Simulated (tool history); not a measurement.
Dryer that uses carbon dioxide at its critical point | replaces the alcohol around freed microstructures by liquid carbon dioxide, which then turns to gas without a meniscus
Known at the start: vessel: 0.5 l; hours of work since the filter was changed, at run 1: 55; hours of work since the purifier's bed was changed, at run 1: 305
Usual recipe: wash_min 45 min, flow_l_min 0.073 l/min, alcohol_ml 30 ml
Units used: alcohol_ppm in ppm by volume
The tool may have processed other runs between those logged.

run,hour,wash_min,flow_l_min,alcohol_ml,hours of work since the filter was changed,hours of work since the purifier's bed was changed,alcohol_ppm
1,0,45,0.073,30,55,305,236
2,7.1,45,0.073,30,60,310,220
3,12.1,45,0.073,30,64,314,235
4,21.7,45,0.073,30,70,321,229
5,32.3,45,0.073,88,78,328,564
6,37.8,45,0.073,88,82,332,555
7,45.8,48,0.073,30,88,338,166
8,55,48,0.073,30,94,344,178
9,63.3,48,0.073,30,100,350,166
10,74,45,0.1036,30,108,358,68
11,81.5,45,0.1036,30,113,363,76
12,89,45,0.0812,30,118,369,154
13,97.4,45,0.0812,30,124,375,157
14,105.1,45,0.0812,30,130,380,151
15,115,45,0.073,30,137,387,256
16,125.5,45,0.073,30,144,395,255
17,131.9,45,0.073,30,149,399,250
18,138.2,45,0.073,40,154,404,317
19,147.6,45,0.073,57,160,410,434
20,158.1,45,0.073,57,168,418,435
21,167.2,44,0.073,30,174,424,288
22,174.2,44,0.073,30,179,429,297
23,182.1,35,0.073,30,185,435,777
24,190.8,35,0.073,30,191,441,759
25,196.2,35,0.073,30,195,445,771
26,201.3,57,0.073,26,199,449,119
27,209.1,57,0.073,26,204,454,120
28,220.3,66,0.073,93,212,462,133
29,228.7,45,0.0925,100,218,468,205
30,235.4,45,0.0925,100,223,473,219
31,246.7,45,0.073,75,231,481,605
32,256.3,56,0.073,101,238,488,252
33,263.4,56,0.073,101,243,493,257
34,272,56,0.073,101,249,499,253

What does the tool deliver on the next run?
35,276.9,41,0.0946,55,252,503,?

{"run 35": {"alcohol_ppm": 197}}
Take away the tool's hidden state, keep the run-to-run variation as it was, and the same run would have given alcohol_ppm 76 ppm by volume.
